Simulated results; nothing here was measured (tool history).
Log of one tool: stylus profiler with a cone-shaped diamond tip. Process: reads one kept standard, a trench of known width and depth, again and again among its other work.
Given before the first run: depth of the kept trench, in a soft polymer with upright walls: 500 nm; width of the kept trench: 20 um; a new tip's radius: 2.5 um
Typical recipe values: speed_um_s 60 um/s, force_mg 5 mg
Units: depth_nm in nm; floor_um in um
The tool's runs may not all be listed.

run,hour,speed_um_s,force_mg,depth_nm,floor_um
1,0,60,5,512.97,16.51
2,8.5,60,5,512.87,16.52
3,20.6,60,5,512.6,16.5
4,27.4,60,5,512.68,16.55
5,36.6,60,5,512.91,16.49
6,43.6,60,4.76,512.51,16.46
7,54.7,71,7.64,516.88,16.51
8,65.8,71,7.64,517.14,16.48
9,80.1,71,7.64,516.88,16.51
10,90.2,106,7.07,516.24,16.39
11,99.1,54,3.98,511.01,16.52
12,107.5,50,12.97,523.96,16.68

Branching from run 12: 5 alternative next runs. What would each branch give?
A,117.9,141,2.82,?,?
B,117.9,114,1.91,?,?
C,117.9,41,9.2,?,?
D,117.9,15,8.24,?,?
E,117.9,60,2.32,?,?

run,depth_nm,floor_um
A,508.94,15.94
B,507.04,15.99
C,519.1,16.59
D,517.84,16.68
E,508.18,16.34
Without the tool's hidden state the same runs would have given:
run,depth_nm,floor_um
A,508.41,16.19
B,506.51,16.24
C,518.55,16.85
D,517.3,16.94
E,507.65,16.59
